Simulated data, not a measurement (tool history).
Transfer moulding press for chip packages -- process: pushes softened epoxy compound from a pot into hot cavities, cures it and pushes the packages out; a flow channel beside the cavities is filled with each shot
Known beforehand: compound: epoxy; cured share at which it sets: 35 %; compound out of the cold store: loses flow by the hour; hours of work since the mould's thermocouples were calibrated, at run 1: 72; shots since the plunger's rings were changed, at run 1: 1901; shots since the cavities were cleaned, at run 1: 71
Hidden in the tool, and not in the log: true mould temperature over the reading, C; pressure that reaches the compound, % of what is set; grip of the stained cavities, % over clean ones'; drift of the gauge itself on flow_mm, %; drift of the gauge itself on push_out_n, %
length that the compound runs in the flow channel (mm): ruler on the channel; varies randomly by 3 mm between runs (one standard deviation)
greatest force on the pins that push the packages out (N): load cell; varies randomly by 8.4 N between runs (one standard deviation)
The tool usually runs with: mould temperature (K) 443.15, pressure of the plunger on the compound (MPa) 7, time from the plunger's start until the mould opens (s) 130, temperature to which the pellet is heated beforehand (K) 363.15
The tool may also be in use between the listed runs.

run,day,mould temperature (K),pressure of the plunger on the compound (MPa),time from the plunger's start until the mould opens (s),temperature to which the pellet is heated beforehand (K),hours of work since the mould's thermocouples were calibrated,shots since the plunger's rings were changed,shots since the cavities were cleaned,incoming compound's hours out of the cold store,length that the compound runs in the flow channel (mm),greatest force on the pins that push the packages out (N)
1,0,443.15,7,130,363.15,72,1901,71,41.7,866,406
2,0.846,443.15,6.92,130,363.15,86,2103,273,45.6,851,476
3,1.608,443.15,6.92,130,363.15,99,2285,455,10.6,973,567
4,2.171,443.15,6.92,130,363.15,108,2420,590,17.8,945,606
# day 2.438: cavities cleaned with cleaning compound and waxed
5,3.608,443.15,6.92,130,363.15,132,2749,281,41.1,858,481
6,4.217,443.15,6.92,130,363.15,142,2894,426,13.4,958,562
# day 5.162: cavities cleaned with cleaning compound and waxed
7,5.275,443.15,6.92,130,363.15,159,3132,28,8,977,394
8,6.058,443.15,7,130,363.15,172,3319,215,34.8,876,456
9,6.925,443.15,7,130,370.15,187,3525,421,39.4,860,556
10,7.729,443.15,7,130,370.15,200,3718,614,23.6,917,605
# day 7.862: cavities cleaned with cleaning compound and waxed
11,8.579,443.15,7,130,370.15,213,3906,171,32.5,877,458
12,9.65,443.15,7,130,370.15,232,4162,427,36.7,867,545
# day 10.608: cavities cleaned with cleaning compound and waxed
13,10.95,443.15,7,130,370.15,252,4457,81,44.1,833,406
14,12.292,443.15,7,130,370.15,275,4778,402,26,897,548
# day 13.375: cavities cleaned with cleaning compound and waxed
15,13.562,443.15,7,112,370.15,296,5067,45,45.9,824,431
16,14.45,441.15,6.01,141,373.15,311,5279,257,35.3,801,492
# day 14.829: plunger's sealing rings changed
17,15.229,441.15,6.01,141,373.15,322,96,418,12.3,936,543
# day 16.179: cavities cleaned with cleaning compound and waxed
18,16.212,447.15,7,163,364.15,338,317,8,42.9,873,337
19,16.975,447.15,7,163,364.15,350,498,189,8.2,1008,425
20,18.338,447.15,6.96,144,364.15,374,823,514,17.5,960,532
# day 18.904: cavities cleaned with cleaning compound and waxed
21,19.446,447.15,6.96,144,364.15,391,1074,129,14.9,967,400
22,20.158,442.15,7,159,357.15,403,1245,300,25.9,941,446
# day 21.596: cavities cleaned with cleaning compound and waxed
23,21.596,449.15,6.12,149,372.15,427,1573,0,30.8,841,326
24,22.821,445.15,7.18,148,355.15,447,1865,292,45.2,872,454
25,23.621,443.15,8.67,134,363.15,461,2056,483,16.9,1071,559
# day 24.283: cavities cleaned with cleaning compound and waxed
26,24.671,443.15,5.54,130,361.15,477,2292,92,9.8,883,436
27,25.533,440.15,5.54,130,361.15,492,2498,298,18.4,858,593

Consider 3 possible next runs. They are alternatives, not a sequence: every one starts from the tool as it was left by run 27. What does each give?
A,26.675,437.15,7,153,361.15,511,2771,571,35.8,?,?
B,26.675,439.15,6.59,130,367.15,511,2771,571,45.1,?,?
C,26.675,443.15,7,137,371.15,511,2771,571,45.1,?,?

run,length that the compound runs in the flow channel (mm),greatest force on the pins that push the packages out (N)
A,905,602
B,838,644
C,856,588
The same runs, with their run-to-run variation unchanged, on a tool lacking any hidden condition would have given:
run,length that the compound runs in the flow channel (mm),greatest force on the pins that push the packages out (N)
A,936,373
B,867,402
C,885,359
